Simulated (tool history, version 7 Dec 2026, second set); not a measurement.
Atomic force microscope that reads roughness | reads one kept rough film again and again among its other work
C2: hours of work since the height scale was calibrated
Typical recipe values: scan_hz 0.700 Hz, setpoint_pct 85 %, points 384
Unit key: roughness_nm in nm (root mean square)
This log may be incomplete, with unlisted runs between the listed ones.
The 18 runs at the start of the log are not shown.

run 19 hour=423.6 | scan_hz=0.700 setpoint_pct=85 points=611 | pictures_with_this_tip=81 C2=633 | roughness_nm=2.124
run 20 hour=457.4 | scan_hz=3.591 setpoint_pct=79 points=418 | pictures_with_this_tip=120 C2=648 | roughness_nm=1.825
run 21 hour=480.0 | scan_hz=3.591 setpoint_pct=79 points=418 | pictures_with_this_tip=146 C2=658 | roughness_nm=1.818
-- hour=490.6 new tip fitted
run 22 hour=495.5 | scan_hz=0.841 setpoint_pct=63 points=418 | pictures_with_this_tip=6 C2=665 | roughness_nm=2.187
run 23 hour=513.2 | scan_hz=3.917 setpoint_pct=85 points=432 | pictures_with_this_tip=26 C2=673 | roughness_nm=1.683
run 24 hour=530.9 | scan_hz=3.917 setpoint_pct=85 points=432 | pictures_with_this_tip=47 C2=681 | roughness_nm=1.678
run 25 hour=546.2 | scan_hz=3.931 setpoint_pct=64 points=432 | pictures_with_this_tip=64 C2=688 | roughness_nm=2.036
run 26 hour=577.7 | scan_hz=2.358 setpoint_pct=85 points=384 | pictures_with_this_tip=101 C2=702 | roughness_nm=1.873
run 27 hour=603.9 | scan_hz=2.358 setpoint_pct=67 points=270 | pictures_with_this_tip=131 C2=713 | roughness_nm=2.059
run 28 hour=623.1 | scan_hz=2.819 setpoint_pct=73 points=270 | pictures_with_this_tip=153 C2=722 | roughness_nm=1.967
-- hour=628.7 new tip fitted
run 29 hour=652.5 | scan_hz=2.819 setpoint_pct=73 points=270 | pictures_with_this_tip=27 C2=735 | roughness_nm=1.974
run 30 hour=676.6 | scan_hz=1.233 setpoint_pct=73 points=542 | pictures_with_this_tip=55 C2=746 | roughness_nm=2.125
run 31 hour=707.2 | scan_hz=1.233 setpoint_pct=73 points=542 | pictures_with_this_tip=90 C2=759 | roughness_nm=2.127
run 32 hour=731.5 | scan_hz=1.233 setpoint_pct=73 points=542 | pictures_with_this_tip=119 C2=770 | roughness_nm=2.129
run 33 hour=754.2 | scan_hz=0.700 setpoint_pct=85 points=306 | pictures_with_this_tip=145 C2=780 | roughness_nm=2.097
-- hour=766.2 new tip fitted
run 34 hour=783.8 | scan_hz=3.154 setpoint_pct=85 points=306 | pictures_with_this_tip=20 C2=793 | roughness_nm=1.763

Branching from run 34: 5 alternative next runs. What would each branch give?
run A hour=807.4 | scan_hz=1.384 setpoint_pct=85 points=799 | pictures_with_this_tip=48 C2=804 | roughness_nm=?
run B hour=807.4 | scan_hz=3.154 setpoint_pct=72 points=801 | pictures_with_this_tip=48 C2=804 | roughness_nm=?
run C hour=807.4 | scan_hz=1.077 setpoint_pct=63 points=275 | pictures_with_this_tip=48 C2=804 | roughness_nm=?
run D hour=807.4 | scan_hz=3.154 setpoint_pct=85 points=664 | pictures_with_this_tip=48 C2=804 | roughness_nm=?
run E hour=807.4 | scan_hz=3.154 setpoint_pct=85 points=317 | pictures_with_this_tip=48 C2=804 | roughness_nm=?

run=A roughness_nm=2.021
run=B roughness_nm=1.978
run=C roughness_nm=2.164
run=D roughness_nm=1.772
run=E roughness_nm=1.763
Without the tool's unlogged condition, the same runs would have read:
run=A roughness_nm=2.024
run=B roughness_nm=1.981
run=C roughness_nm=2.166
run=D roughness_nm=1.774
run=E roughness_nm=1.765
